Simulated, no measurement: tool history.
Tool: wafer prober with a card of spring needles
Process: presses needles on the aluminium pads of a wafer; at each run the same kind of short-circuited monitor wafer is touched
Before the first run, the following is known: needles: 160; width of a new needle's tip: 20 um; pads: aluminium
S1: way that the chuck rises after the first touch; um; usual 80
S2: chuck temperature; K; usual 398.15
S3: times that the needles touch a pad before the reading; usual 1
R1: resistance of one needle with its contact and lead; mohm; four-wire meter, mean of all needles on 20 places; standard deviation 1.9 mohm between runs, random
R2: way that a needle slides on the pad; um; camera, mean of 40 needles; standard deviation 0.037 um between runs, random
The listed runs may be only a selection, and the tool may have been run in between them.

run   hour   S1      S2  S3   R1     R2
  1      0   80  398.15   1  205  20.01
  2     40   80  332.15   1  187  19.91
  3   73.2   92  398.15   1  204  22.89
  4  106.2   92  398.15   1  201   22.9
  5  158.2   92  398.15   1  198  22.92
  6  187.2   92  398.15   1  202  22.89
  7  237.9   92  398.15   1  202  22.87
  8    287   92  398.15   1  202  22.85
  9    334   92  398.15   1  203  22.83
 10  367.6   92  398.15   1  202  22.87
 11  413.8   80  398.15   3  204   19.8
 12  438.8   80  398.15   1  205  19.83
 13  479.1   85  398.15   1  202     21
 14  503.4   85  398.15   1  200  21.01
 15  536.8   85  398.15   1  206  21.01
 16  559.2   80  343.15   2  193  19.73
 17  598.9   98  398.15   2  201  24.14
 18  625.6  100  305.15   2  180  24.59
 19    675  100  305.15   2  182  24.61
 20  724.4  100  305.15   2  185  24.65

Missing from the log above: 127 entries noted between runs. For each, name the pair of listed runs it sits between and say how the tool's hidden condition differs from the listed run just before to the listed run just after:
From run 1 to run 2: tips cleaned on abrasive film (hour 3.7); tips cleaned on abrasive film (hour 9.9); tips cleaned on abrasive film (hour 16.1); tips cleaned on abrasive film (hour 22.2); tips cleaned on abrasive film (hour 28.4); tips cleaned on abrasive film (hour 34.6); tips cleaned on abrasive film (hour 39.5)
  debris on the tips, nm: 0.6 -> 0.3; way that the needles fall short of the set height, um: 0.03 -> 0.04; tips' diameter, um: 20.1 -> 20.11; drift of the gauge itself on scrub_um, %: 0 -> -0.08
  measured minus no-state result, R2: -0.01 -> -0.03 um
From run 2 to run 3: tips cleaned on abrasive film (hour 44.9); tips cleaned on abrasive film (hour 51.1); tips cleaned on abrasive film (hour 57.3); tips cleaned on abrasive film (hour 63.4); tips cleaned on abrasive film (hour 69.6)
  debris on the tips, nm: 0.3 -> 1.5; drift of the gauge itself on scrub_um, %: -0.08 -> -0.14
  measured minus no-state result, R2: -0.03 -> -0.04 um
From run 3 to run 4: tips cleaned on abrasive film (hour 75.7); tips cleaned on abrasive film (hour 81.9); tips cleaned on abrasive film (hour 88); tips cleaned on abrasive film (hour 94.2); tips cleaned on abrasive film (hour 100.4); tips cleaned on abrasive film (hour 106.2)
  debris on the tips, nm: 1.5 -> 0.1; way that the needles fall short of the set height, um: 0.04 -> 0.05; drift of the gauge itself on scrub_um, %: -0.14 -> -0.21
  measured minus no-state result, R2: -0.04 -> -0.06 um
From run 4 to run 5: tips cleaned on abrasive film (hour 112.3); tips cleaned on abrasive film (hour 118.5); tips cleaned on abrasive film (hour 124.7); tips cleaned on abrasive film (hour 130.8); tips cleaned on abrasive film (hour 135.8); tips cleaned on abrasive film (hour 140.7); tips cleaned on abrasive film (hour 146.9); tips cleaned on abrasive film (hour 151.9); tips cleaned on abrasive film (hour 158)
  debris on the tips, nm: 0.1 -> 0.3; way that the needles fall short of the set height, um: 0.05 -> 0.06; drift of the gauge itself on scrub_um, %: -0.21 -> -0.31
  measured minus no-state result, R2: -0.06 -> -0.08 um
From run 5 to run 6: tips cleaned on abrasive film (hour 163.1); tips cleaned on abrasive film (hour 169.3); height of the first contact set anew (hour 172); tips cleaned on abrasive film (hour 174.6); tips cleaned on abrasive film (hour 180.7); tips cleaned on abrasive film (hour 185.7)
  debris on the tips, nm: 0.3 -> 0.7; way that the needles fall short of the set height, um: 0.06 -> 0; tips' diameter, um: 20.11 -> 20.12; drift of the gauge itself on scrub_um, %: -0.31 -> -0.36
  measured minus no-state result, R2: -0.08 -> -0.08 um
From run 6 to run 7: tips cleaned on abrasive film (hour 191); tips cleaned on abrasive film (hour 197.1); tips cleaned on abrasive film (hour 203.3); tips cleaned on abrasive film (hour 208.3); tips cleaned on abrasive film (hour 214.4); tips cleaned on abrasive film (hour 219.4); tips cleaned on abrasive film (hour 225.6); tips cleaned on abrasive film (hour 230.5); tips cleaned on abrasive film (hour 236.7)
  debris on the tips, nm: 0.7 -> 0.6; way that the needles fall short of the set height, um: 0 -> 0.02; drift of the gauge itself on scrub_um, %: -0.36 -> -0.46
  measured minus no-state result, R2: -0.08 -> -0.11 um
From run 7 to run 8: tips cleaned on abrasive film (hour 242.8); tips cleaned on abrasive film (hour 249); tips cleaned on abrasive film (hour 255.2); tips cleaned on abrasive film (hour 261.3); tips cleaned on abrasive film (hour 267.5); tips cleaned on abrasive film (hour 273.7); tips cleaned on abrasive film (hour 278.6); tips cleaned on abrasive film (hour 284.8)
  debris on the tips, nm: 0.6 -> 1; way that the needles fall short of the set height, um: 0.02 -> 0.03; drift of the gauge itself on scrub_um, %: -0.46 -> -0.55
  measured minus no-state result, R2: -0.11 -> -0.14 um
From run 8 to run 9: tips cleaned on abrasive film (hour 290.7); tips cleaned on abrasive film (hour 295.7); tips cleaned on abrasive film (hour 301.8); tips cleaned on abrasive film (hour 306.8); tips cleaned on abrasive film (hour 313); tips cleaned on abrasive film (hour 317.9); tips cleaned on abrasive film (hour 322.9); tips cleaned on abrasive film (hour 329); tips cleaned on abrasive film (hour 334)
  debris on the tips, nm: 1 -> 0.2; way that the needles fall short of the set height, um: 0.03 -> 0.04; tips' diameter, um: 20.12 -> 20.13; drift of the gauge itself on scrub_um, %: -0.55 -> -0.65
  measured minus no-state result, R2: -0.14 -> -0.16 um
From run 9 to run 10: tips cleaned on abrasive film (hour 339); tips cleaned on abrasive film (hour 343.9); tips cleaned on abrasive film (hour 350.1); tips cleaned on abrasive film (hour 356.3); tips cleaned on abrasive film (hour 362.4); tips cleaned on abrasive film (hour 367.6)
  debris on the tips, nm: 0.2 -> 0.1; way that the needles fall short of the set height, um: 0.04 -> 0.05; drift of the gauge itself on scrub_um, %: -0.65 -> -0.71
  measured minus no-state result, R2: -0.16 -> -0.17 um
From run 10 to run 11: tips cleaned on abrasive film (hour 373.8); tips cleaned on abrasive film (hour 380); tips cleaned on abrasive film (hour 386.1); tips cleaned on abrasive film (hour 392.3); tips cleaned on abrasive film (hour 398.5); tips cleaned on abrasive film (hour 404.6); tips cleaned on abrasive film (hour 410.8)
  debris on the tips, nm: 0.1 -> 1.2; way that the needles fall short of the set height, um: 0.05 -> 0.06; drift of the gauge itself on scrub_um, %: -0.71 -> -0.8
  measured minus no-state result, R2: -0.17 -> -0.18 um
From run 11 to run 12: tips cleaned on abrasive film (hour 416.3); tips cleaned on abrasive film (hour 421.2); tips cleaned on abrasive film (hour 427.4); tips cleaned on abrasive film (hour 433.6); tips cleaned on abrasive film (hour 438.8)
  debris on the tips, nm: 1.2 -> 0.1; tips' diameter, um: 20.13 -> 20.14; drift of the gauge itself on scrub_um, %: -0.8 -> -0.85
  measured minus no-state result, R2: -0.18 -> -0.18 um
From run 12 to run 13: tips cleaned on abrasive film (hour 445); tips cleaned on abrasive film (hour 450); tips cleaned on abrasive film (hour 456.1); tips cleaned on abrasive film (hour 462.3); tips cleaned on abrasive film (hour 467.3); height of the first contact set anew (hour 472.4); tips cleaned on abrasive film (hour 473.7); tips cleaned on abrasive film (hour 478.7)
  debris on the tips, nm: 0.1 -> 0.4; way that the needles fall short of the set height, um: 0.06 -> 0; drift of the gauge itself on scrub_um, %: -0.85 -> -0.93
  measured minus no-state result, R2: -0.18 -> -0.2 um
From run 13 to run 14: tips cleaned on abrasive film (hour 484.1); tips cleaned on abrasive film (hour 490.3); tips cleaned on abrasive film (hour 496.4); tips cleaned on abrasive film (hour 502.6)
  debris on the tips, nm: 0.4 -> 0.5; way that the needles fall short of the set height, um: 0 -> 0.01; drift of the gauge itself on scrub_um, %: -0.93 -> -0.97
  measured minus no-state result, R2: -0.2 -> -0.21 um
From run 14 to run 15: tips cleaned on abrasive film (hour 508.3); tips cleaned on abrasive film (hour 514.5); tips cleaned on abrasive film (hour 520.7); tips cleaned on abrasive film (hour 526.8); tips cleaned on abrasive film (hour 531.8); tips cleaned on abrasive film (hour 536.8)
  debris on the tips, nm: 0.5 -> 0.1; drift of the gauge itself on scrub_um, %: -0.97 -> -1.04
  measured minus no-state result, R2: -0.21 -> -0.23 um
From run 15 to run 16: tips cleaned on abrasive film (hour 543); tips cleaned on abrasive film (hour 547.9); tips cleaned on abrasive film (hour 552.9); tips cleaned on abrasive film (hour 559)
  debris on the tips, nm: 0.1 -> 0.2; way that the needles fall short of the set height, um: 0.01 -> 0.02; tips' diameter, um: 20.14 -> 20.15; drift of the gauge itself on scrub_um, %: -1.04 -> -1.08
  measured minus no-state result, R2: -0.23 -> -0.23 um
From run 16 to run 17: tips cleaned on abrasive film (hour 564.1); tips cleaned on abrasive film (hour 570.3); tips cleaned on abrasive film (hour 575.3); tips cleaned on abrasive film (hour 581.4); tips cleaned on abrasive film (hour 587.6); tips cleaned on abrasive film (hour 592.6); tips cleaned on abrasive film (hour 598.7)
  debris on the tips, nm: 0.2 -> 0.1; way that the needles fall short of the set height, um: 0.02 -> 0.03; drift of the gauge itself on scrub_um, %: -1.08 -> -1.16
  measured minus no-state result, R2: -0.23 -> -0.29 um
From run 17 to run 18: tips cleaned on abrasive film (hour 603.8); tips cleaned on abrasive film (hour 610); tips cleaned on abrasive film (hour 615); tips cleaned on abrasive film (hour 621.1)
  debris on the tips, nm: 0.1 -> 1.6; drift of the gauge itself on scrub_um, %: -1.16 -> -1.21
  measured minus no-state result, R2: -0.29 -> -0.31 um
From run 18 to run 19: tips cleaned on abrasive film (hour 626.9); tips cleaned on abrasive film (hour 631.9); tips cleaned on abrasive film (hour 636.9); tips cleaned on abrasive film (hour 643); tips cleaned on abrasive film (hour 649.2); tips cleaned on abrasive film (hour 655.4); tips cleaned on abrasive film (hour 661.5); tips cleaned on abrasive film (hour 667.7); tips cleaned on abrasive film (hour 673.9)
  debris on the tips, nm: 1.6 -> 0.5; way that the needles fall short of the set height, um: 0.03 -> 0.04; drift of the gauge itself on scrub_um, %: -1.21 -> -1.31
  measured minus no-state result, R2: -0.31 -> -0.33 um
From run 19 to run 20: tips cleaned on abrasive film (hour 679.9); tips cleaned on abrasive film (hour 686.1); tips cleaned on abrasive film (hour 692.3); tips cleaned on abrasive film (hour 697.2); tips cleaned on abrasive film (hour 703.4); tips cleaned on abrasive film (hour 709.5); tips cleaned on abrasive film (hour 714.5); tips cleaned on abrasive film (hour 720.7)
  debris on the tips, nm: 0.5 -> 1.4; way that the needles fall short of the set height, um: 0.04 -> 0.05; tips' diameter, um: 20.15 -> 20.16; drift of the gauge itself on scrub_um, %: -1.31 -> -1.4
  measured minus no-state result, R2: -0.33 -> -0.36 um
